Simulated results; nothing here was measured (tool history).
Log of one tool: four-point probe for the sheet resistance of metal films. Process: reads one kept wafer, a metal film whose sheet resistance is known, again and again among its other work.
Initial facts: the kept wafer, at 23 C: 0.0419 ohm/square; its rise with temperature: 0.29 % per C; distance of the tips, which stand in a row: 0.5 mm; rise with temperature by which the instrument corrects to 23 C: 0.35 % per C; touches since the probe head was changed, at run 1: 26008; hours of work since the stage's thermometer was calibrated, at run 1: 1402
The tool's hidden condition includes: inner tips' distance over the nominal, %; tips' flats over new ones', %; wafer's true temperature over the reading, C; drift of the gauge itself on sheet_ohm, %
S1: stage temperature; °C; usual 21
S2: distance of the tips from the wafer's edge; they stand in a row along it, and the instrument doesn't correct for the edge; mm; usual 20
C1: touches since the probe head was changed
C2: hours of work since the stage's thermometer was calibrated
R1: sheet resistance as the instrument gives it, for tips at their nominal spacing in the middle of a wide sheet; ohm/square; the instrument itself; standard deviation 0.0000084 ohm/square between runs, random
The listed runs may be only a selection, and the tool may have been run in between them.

run 1 hour=0 | S1=21 S2=20 | C1=26008 C2=1402 | R1=0.042247
run 2 hour=89.1 | S1=21 S2=20 | C1=28443 C2=1468 | R1=0.042257
run 3 hour=158.3 | S1=21 S2=20 | C1=30335 C2=1519 | R1=0.042267
run 4 hour=241.3 | S1=21 S2=20 | C1=32604 C2=1581 | R1=0.042267
run 5 hour=312.4 | S1=21 S2=20 | C1=34548 C2=1634 | R1=0.042278
run 6 hour=368.3 | S1=21 S2=20 | C1=36078 C2=1675 | R1=0.04228
run 7 hour=452 | S1=21 S2=20 | C1=38364 C2=1737 | R1=0.042285
run 8 hour=517.3 | S1=21 S2=7 | C1=40149 C2=1786 | R1=0.042407
run 9 hour=605.9 | S1=21 S2=7 | C1=42574 C2=1852 | R1=0.04241
run 10 hour=696.3 | S1=21 S2=7 | C1=45045 C2=1919 | R1=0.042402
run 11 hour=759.9 | S1=21 S2=20 | C1=46782 C2=1966 | R1=0.04232
run 12 hour=799.9 | S1=21 S2=20 | C1=47876 C2=1995 | R1=0.042323
run 13 hour=839.4 | S1=33 S2=20 | C1=48956 C2=2025 | R1=0.042009
run 14 hour=884.3 | S1=33 S2=20 | C1=50185 C2=2058 | R1=0.042021
run 15 hour=930.3 | S1=33 S2=20 | C1=51442 C2=2092 | R1=0.042024
run 16 hour=977.7 | S1=21 S2=20 | C1=52737 C2=2128 | R1=0.042338
run 17 hour=1060.4 | S1=19 S2=5 | C1=55000 C2=2189 | R1=0.042633
run 18 hour=1129.8 | S1=21 S2=17 | C1=56895 C2=2240 | R1=0.042379
run 19 hour=1178 | S1=20 S2=69 | C1=58212 C2=2276 | R1=0.042381
run 20 hour=1222.3 | S1=20 S2=69 | C1=59425 C2=2309 | R1=0.042385

For run 21, what comes out?
run 21 hour=1294.3 | S1=24 S2=8 | C1=61393 C2=2363 | R1=?

Run 21 gave R1 0.042357 ohm/square.
Were there no unlogged condition in the tool, this run, its random variation unchanged, would have produced R1 0.041947 ohm/square.
